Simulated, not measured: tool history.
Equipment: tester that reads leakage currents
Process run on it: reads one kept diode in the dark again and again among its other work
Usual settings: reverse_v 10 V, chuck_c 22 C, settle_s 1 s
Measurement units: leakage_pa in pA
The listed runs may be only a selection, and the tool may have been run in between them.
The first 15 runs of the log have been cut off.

run,hour,reverse_v,chuck_c,settle_s,leakage_pa
# hour 1293.7: chuck's temperature calibrated
16,1307.2,10,22,1,236.43
17,1430.4,10,22,7.5,236.09
18,1543.1,10,22,1,240.2
19,1659,10,22,1,242.14
20,1744.1,12.4,22,1,280.24
21,1809.5,1.3,22,2.21,69.36
22,1931.1,1.3,22,2.21,69.74
23,1994.3,1.3,22,2.21,70.24
24,2073,4,50,1.55,1246.16
25,2189.2,4,50,0.41,1267.41
26,2245.1,9,28,3.59,384.83
27,2340,9,28,3.59,384.95
28,2439.2,1.5,24,3.59,93.36
29,2500.4,1.5,26,1.9,111.34
30,2623.9,3.4,30,0.79,255.96
31,2702,3.4,30,0.79,257.56
32,2760.1,3.4,33,0.99,325.99
33,2842.7,3.4,33,0.99,330.35
34,2912.6,3.4,33,0.99,328.75
35,3033.6,1.8,58,1.35,1445.72
36,3105.3,1.8,58,1.35,1463.39
37,3180.1,2,33,9.67,243.64
38,3258,2,33,9.67,246.28
39,3332.9,10,26,1.31,382.68

3 options for the next run, each taken on its own from the tool as it stands now. Forecast them:
A,3410.9,10,21,1,?
B,3410.9,11.9,32,1.31,?
C,3410.9,10,57,1,?

run,leakage_pa
A,258.63
B,682.02
C,3832.15
With no hidden state in the tool, these same runs would have given:
run,leakage_pa
A,202.64
B,571.5
C,3400.53
